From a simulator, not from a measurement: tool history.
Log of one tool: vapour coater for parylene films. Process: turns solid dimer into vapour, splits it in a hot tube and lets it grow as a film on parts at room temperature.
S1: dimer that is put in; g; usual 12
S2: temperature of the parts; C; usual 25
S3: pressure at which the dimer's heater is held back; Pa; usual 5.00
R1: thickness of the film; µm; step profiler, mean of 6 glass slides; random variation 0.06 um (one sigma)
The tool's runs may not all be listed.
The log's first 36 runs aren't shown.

run    hour  S1  S2     S3     R1
 37  2097.2  14  22  10.91   8.17
 38  2169.2  11  22   5.70   6.73
 39  2209.1   5  25   8.03   2.62
 40  2290.8   5  25   8.03   2.53
 41  2334.3   7  25   4.40   3.71
 42  2402.3  12  19   4.75   7.51
 43  2474.2  12  25  11.13   5.49
     2523.5  -- trap's valve overhauled
 44  2538.0  12  25   2.27   7.25
 45  2597.9  21  19   2.33  15.40
 46  2671.2  14  36   9.27   4.80
 47  2724.8  10  25   9.91   4.91
 48  2799.6  21  23   5.25  11.45

Forecast each of these 3 alternatives for the next run:
  A  2835.9  13  28  5.97   ?
  B  2835.9   6  23  5.25   ?
  C  2835.9   8  25  4.06   ?

run    R1
  A  5.82
  B  3.27
  C  4.12
Without the tool's hidden state the same runs would have given:
run    R1
  A  6.77
  B  3.80
  C  4.79

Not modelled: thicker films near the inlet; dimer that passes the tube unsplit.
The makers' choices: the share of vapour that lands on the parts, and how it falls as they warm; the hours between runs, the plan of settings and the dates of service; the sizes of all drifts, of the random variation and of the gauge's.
